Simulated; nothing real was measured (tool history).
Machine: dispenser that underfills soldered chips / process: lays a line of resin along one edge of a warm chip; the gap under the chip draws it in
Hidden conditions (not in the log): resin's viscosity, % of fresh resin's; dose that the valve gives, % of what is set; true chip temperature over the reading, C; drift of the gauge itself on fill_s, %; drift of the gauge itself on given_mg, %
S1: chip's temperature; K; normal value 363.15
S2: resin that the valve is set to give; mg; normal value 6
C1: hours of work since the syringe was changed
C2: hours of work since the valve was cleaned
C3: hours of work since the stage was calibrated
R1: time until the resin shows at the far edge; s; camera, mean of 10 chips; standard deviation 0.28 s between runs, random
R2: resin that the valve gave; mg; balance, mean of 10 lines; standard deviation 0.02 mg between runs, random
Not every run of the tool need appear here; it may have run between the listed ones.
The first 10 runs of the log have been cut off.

| run | day | S1 | S2 | C1 | C2 | C3 | R1 | R2 |
|---|---|---|---|---|---|---|---|---|
|  | 3.279 | new syringe of resin |
| 11 | 3.433 | 363.15 | 6 | 3 | 52 | 347 | 5.9 | 5.82 |
| 12 | 3.646 | 368.15 | 6 | 7 | 56 | 351 | 5.4 | 5.82 |
|  | 3.829 | new syringe of resin |
| 13 | 4.125 | 368.15 | 6 | 5 | 64 | 359 | 4.8 | 5.79 |
|  | 4.371 | new syringe of resin |
| 14 | 4.371 | 363.15 | 7 | 0 | 69 | 364 | 4 | 6.68 |
| 15 | 4.712 | 363.15 | 7 | 6 | 75 | 370 | 6.6 | 6.71 |
|  | 4.929 | new syringe of resin |
| 16 | 5.1 | 363.15 | 5.71 | 3 | 82 | 377 | 5.3 | 5.44 |
| 17 | 5.317 | 363.15 | 5.71 | 7 | 86 | 381 | 6.8 | 5.45 |
|  | 5.467 | new syringe of resin |
| 18 | 5.725 | 363.15 | 6 | 5 | 93 | 388 | 6.1 | 5.71 |
|  | 6.017 | new syringe of resin |
| 19 | 6.046 | 349.15 | 5.97 | 1 | 99 | 394 | 8.3 | 5.66 |
|  | 6.275 | dispensing valve cleaned and set on the balance |
| 20 | 6.367 | 363.15 | 5.66 | 6 | 2 | 399 | 6.3 | 5.67 |
|  | 6.612 | new syringe of resin |
| 21 | 6.617 | 363.15 | 5.66 | 0 | 6 | 403 | 5.1 | 5.62 |
| 22 | 6.825 | 371.15 | 5.62 | 4 | 10 | 407 | 5.1 | 5.54 |
|  | 7.154 | new syringe of resin |
| 23 | 7.162 | 371.15 | 6.28 | 0 | 16 | 413 | 3.7 | 6.27 |
| 24 | 7.433 | 359.15 | 7.52 | 5 | 21 | 418 | 7.3 | 7.47 |
|  | 7.708 | new syringe of resin |
| 25 | 7.783 | 363.15 | 6.27 | 1 | 27 | 424 | 5.3 | 6.2 |
| 26 | 8.096 | 363.15 | 6.52 | 7 | 33 | 430 | 7 | 6.39 |
|  | 8.267 | new syringe of resin |
| 27 | 8.446 | 357.15 | 5.57 | 3 | 39 | 436 | 7.2 | 5.46 |
|  | 8.8 | new syringe of resin |
| 28 | 8.875 | 363.15 | 5.21 | 1 | 47 | 444 | 4.7 | 5.09 |
| 29 | 9.117 | 368.15 | 6 | 6 | 51 | 449 | 5.6 | 5.86 |
|  | 9.338 | new syringe of resin |
| 30 | 9.429 | 353.15 | 7.08 | 2 | 57 | 454 | 7.3 | 6.83 |
| 31 | 9.783 | 353.15 | 7.08 | 8 | 63 | 461 | 11.1 | 6.84 |
|  | 9.871 | new syringe of resin |
| 32 | 10.025 | 352.15 | 5.71 | 3 | 67 | 465 | 8.7 | 5.5 |
|  | 10.412 | new syringe of resin |
| 33 | 10.467 | 352.15 | 5.71 | 1 | 75 | 473 | 7.2 | 5.47 |
| 34 | 10.879 | 367.15 | 6.37 | 9 | 83 | 480 | 7.3 | 6.11 |
|  | 10.958 | new syringe of resin |
| 35 | 11.15 | 358.15 | 5.19 | 4 | 88 | 485 | 6.7 | 4.94 |

What if the next run were any one of these 4? Each begins from the tool's condition after run 35:
| A | 11.433 | 358.15 | 5.38 | 9 | 93 | 490 | ? | ? |
| B | 11.433 | 373.15 | 6.45 | 9 | 93 | 490 | ? | ? |
| C | 11.433 | 361.15 | 7.66 | 9 | 93 | 490 | ? | ? |
| D | 11.433 | 354.15 | 5.18 | 9 | 93 | 490 | ? | ? |

| run | R1 | R2 |
|---|---|---|
| A | 9.7 | 5.1 |
| B | 5.4 | 6.1 |
| C | 8.7 | 7.29 |
| D | 11 | 4.85 |
With the hidden condition removed and each run's random variation left untouched, the same runs would have given:
| run | R1 | R2 |
|---|---|---|
| A | 5.4 | 5.38 |
| B | 3.1 | 6.43 |
| C | 5.2 | 7.69 |
| D | 6 | 5.13 |

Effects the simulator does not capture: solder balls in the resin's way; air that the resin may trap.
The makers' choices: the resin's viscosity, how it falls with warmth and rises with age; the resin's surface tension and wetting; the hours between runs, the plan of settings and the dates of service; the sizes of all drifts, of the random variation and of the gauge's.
